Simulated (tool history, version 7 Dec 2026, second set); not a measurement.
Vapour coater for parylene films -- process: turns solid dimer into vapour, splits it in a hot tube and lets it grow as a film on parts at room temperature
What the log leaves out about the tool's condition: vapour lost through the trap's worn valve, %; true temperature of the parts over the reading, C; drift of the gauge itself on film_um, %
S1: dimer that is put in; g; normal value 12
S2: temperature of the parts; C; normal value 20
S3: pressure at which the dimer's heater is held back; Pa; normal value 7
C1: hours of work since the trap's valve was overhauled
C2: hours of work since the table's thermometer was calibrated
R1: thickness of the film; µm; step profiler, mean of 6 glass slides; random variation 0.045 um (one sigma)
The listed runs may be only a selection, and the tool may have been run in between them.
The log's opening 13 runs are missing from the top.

| run | hour | S1 | S2 | S3 | C1 | C2 | R1 |
|---|---|---|---|---|---|---|---|
| 14 | 284.8 | 21 | 20 | 7 | 325 | 407 | 9.53 |
|  | 304.7 | trap's valve overhauled |
| 15 | 304.7 | 12 | 20 | 8.99 | 0 | 416 | 5.44 |
| 16 | 317.1 | 12 | 20 | 8.99 | 6 | 422 | 5.44 |
| 17 | 335.8 | 12 | 20 | 8.99 | 16 | 432 | 5.42 |
| 18 | 360.3 | 12 | 20 | 8.99 | 29 | 444 | 5.35 |
| 19 | 373 | 12 | 20 | 5.9 | 35 | 451 | 5.78 |
| 20 | 394.5 | 12 | 20 | 5.9 | 46 | 462 | 5.73 |
| 21 | 413.8 | 9 | 26 | 2.47 | 56 | 472 | 4.51 |
| 22 | 428 | 18 | 20 | 5.18 | 63 | 479 | 8.86 |
| 23 | 444.8 | 6 | 22 | 4.44 | 72 | 488 | 2.94 |
| 24 | 466.2 | 6 | 22 | 4.44 | 83 | 499 | 2.9 |
| 25 | 477.3 | 6 | 22 | 4.44 | 89 | 504 | 2.88 |
| 26 | 492 | 6 | 22 | 4.44 | 96 | 512 | 2.93 |
| 27 | 515 | 6 | 22 | 4.44 | 108 | 524 | 2.91 |
| 28 | 529.2 | 5 | 18 | 4.44 | 115 | 531 | 2.61 |
| 29 | 556.2 | 8 | 14 | 10.65 | 129 | 545 | 3.9 |
| 30 | 572.2 | 8 | 14 | 10.65 | 137 | 553 | 3.85 |
| 31 | 589.7 | 12 | 20 | 2.97 | 146 | 562 | 6.43 |
| 32 | 606.6 | 14 | 20 | 2.4 | 155 | 571 | 7.82 |

Run 33 has not been measured yet. What should we expect?
| 33 | 631 | 14 | 20 | 2.4 | 168 | 583 | ? |

{"run 33": {"R1": 7.79}}
Were there no unlogged condition in the tool, this run, its random variation unchanged, would have produced R1 7.9 µm.

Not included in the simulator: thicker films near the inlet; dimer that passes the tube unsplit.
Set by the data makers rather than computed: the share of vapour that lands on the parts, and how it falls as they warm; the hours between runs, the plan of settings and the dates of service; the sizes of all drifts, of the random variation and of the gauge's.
